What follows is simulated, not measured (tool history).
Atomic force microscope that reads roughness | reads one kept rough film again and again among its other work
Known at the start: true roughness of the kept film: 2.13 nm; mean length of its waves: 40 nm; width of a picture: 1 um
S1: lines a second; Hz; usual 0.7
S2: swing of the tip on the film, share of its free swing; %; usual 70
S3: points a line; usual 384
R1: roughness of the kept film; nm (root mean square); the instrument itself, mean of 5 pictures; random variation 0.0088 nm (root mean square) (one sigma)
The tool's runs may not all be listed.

run 1 hour=0 | S1=0.7 S2=70 S3=384 | R1=1.969
run 2 hour=38.3 | S1=0.7 S2=70 S3=384 | R1=1.953
run 3 hour=72.7 | S1=0.7 S2=76 S3=384 | R1=1.902
run 4 hour=105.6 | S1=0.931 S2=70 S3=384 | R1=1.896
run 5 hour=140.3 | S1=0.7 S2=74 S3=384 | R1=1.896
run 6 hour=175 | S1=0.7 S2=74 S3=384 | R1=1.895
run 7 hour=197.4 | S1=0.7 S2=74 S3=384 | R1=1.872
run 8 hour=235.3 | S1=0.7 S2=61 S3=384 | R1=1.915
run 9 hour=273.5 | S1=0.7 S2=61 S3=384 | R1=1.878
run 10 hour=296.6 | S1=0.7 S2=61 S3=384 | R1=1.88
run 11 hour=321.1 | S1=0.7 S2=70 S3=398 | R1=1.848
-- hour=336.3 new tip fitted
run 12 hour=358 | S1=0.7 S2=70 S3=398 | R1=1.96
run 13 hour=382.3 | S1=0.7 S2=70 S3=398 | R1=1.962
run 14 hour=422.1 | S1=0.7 S2=70 S3=398 | R1=1.957
run 15 hour=448.3 | S1=0.7 S2=70 S3=398 | R1=1.924
-- hour=451.2 height scale calibrated on a step standard
run 16 hour=469.5 | S1=0.7 S2=70 S3=398 | R1=1.911
run 17 hour=507.8 | S1=0.7 S2=70 S3=705 | R1=1.906
run 18 hour=543.7 | S1=0.7 S2=57 S3=705 | R1=1.937
run 19 hour=568.1 | S1=0.7 S2=57 S3=705 | R1=1.922
-- hour=593.4 height scale calibrated on a step standard, once more
run 20 hour=611.2 | S1=0.7 S2=57 S3=705 | R1=1.898
run 21 hour=650 | S1=0.7 S2=57 S3=705 | R1=1.885
run 22 hour=668.5 | S1=0.7 S2=70 S3=779 | R1=1.858
-- hour=676.3 new tip fitted
run 23 hour=709.6 | S1=0.7 S2=70 S3=562 | R1=1.961
run 24 hour=734.8 | S1=0.7 S2=70 S3=562 | R1=1.949
run 25 hour=758.4 | S1=0.7 S2=70 S3=384 | R1=1.933
run 26 hour=785.8 | S1=0.7 S2=70 S3=400 | R1=1.945
run 27 hour=823.2 | S1=0.7 S2=70 S3=384 | R1=1.922
run 28 hour=842.8 | S1=2.31 S2=70 S3=519 | R1=1.786
run 29 hour=860.3 | S1=2.31 S2=70 S3=519 | R1=1.774
run 30 hour=896.6 | S1=0.805 S2=69 S3=384 | R1=1.859
run 31 hour=939.1 | S1=0.7 S2=58 S3=384 | R1=1.912
run 32 hour=967.4 | S1=0.862 S2=69 S3=265 | R1=1.855
run 33 hour=985.7 | S1=3.254 S2=76 S3=596 | R1=1.564
run 34 hour=1007.2 | S1=0.593 S2=69 S3=677 | R1=1.879
-- hour=1015.1 new tip fitted
run 35 hour=1049.4 | S1=0.593 S2=69 S3=677 | R1=1.972
run 36 hour=1070.9 | S1=0.593 S2=80 S3=677 | R1=1.927
run 37 hour=1092.9 | S1=0.605 S2=62 S3=943 | R1=1.972
run 38 hour=1111.1 | S1=1.075 S2=56 S3=414 | R1=1.96
run 39 hour=1149.8 | S1=1.7 S2=56 S3=414 | R1=1.908
run 40 hour=1174 | S1=3.81 S2=82 S3=363 | R1=1.434
run 41 hour=1207.2 | S1=2.768 S2=55 S3=949 | R1=1.877
run 42 hour=1234.2 | S1=0.7 S2=70 S3=394 | R1=1.883
run 43 hour=1256.5 | S1=0.7 S2=70 S3=394 | R1=1.871
run 44 hour=1289.7 | S1=1.297 S2=65 S3=731 | R1=1.864
run 45 hour=1318.7 | S1=1.297 S2=65 S3=731 | R1=1.844
run 46 hour=1348.3 | S1=1.297 S2=65 S3=731 | R1=1.821
-- hour=1351.9 new tip fitted
run 47 hour=1388.9 | S1=1.297 S2=65 S3=731 | R1=1.947
run 48 hour=1428.7 | S1=0.747 S2=59 S3=329 | R1=1.979
run 49 hour=1451.2 | S1=0.536 S2=73 S3=349 | R1=1.948
run 50 hour=1482.1 | S1=0.536 S2=73 S3=349 | R1=1.925
run 51 hour=1502.2 | S1=1.504 S2=70 S3=387 | R1=1.838
run 52 hour=1524.6 | S1=1.404 S2=60 S3=348 | R1=1.909
run 53 hour=1550.4 | S1=1.404 S2=60 S3=348 | R1=1.869

3 ways to go on from here, each from the tool as it stands after run 53. What would each give?
run A hour=1578.1 | S1=0.7 S2=61 S3=910 | R1=?
run B hour=1578.1 | S1=0.715 S2=61 S3=278 | R1=?
run C hour=1578.1 | S1=0.951 S2=61 S3=990 | R1=?

run=A R1=1.932
run=B R1=1.911
run=C R1=1.904
Without the tool's hidden state the same runs would have given:
run=A R1=2.022
run=B R1=2
run=C R1=1.993
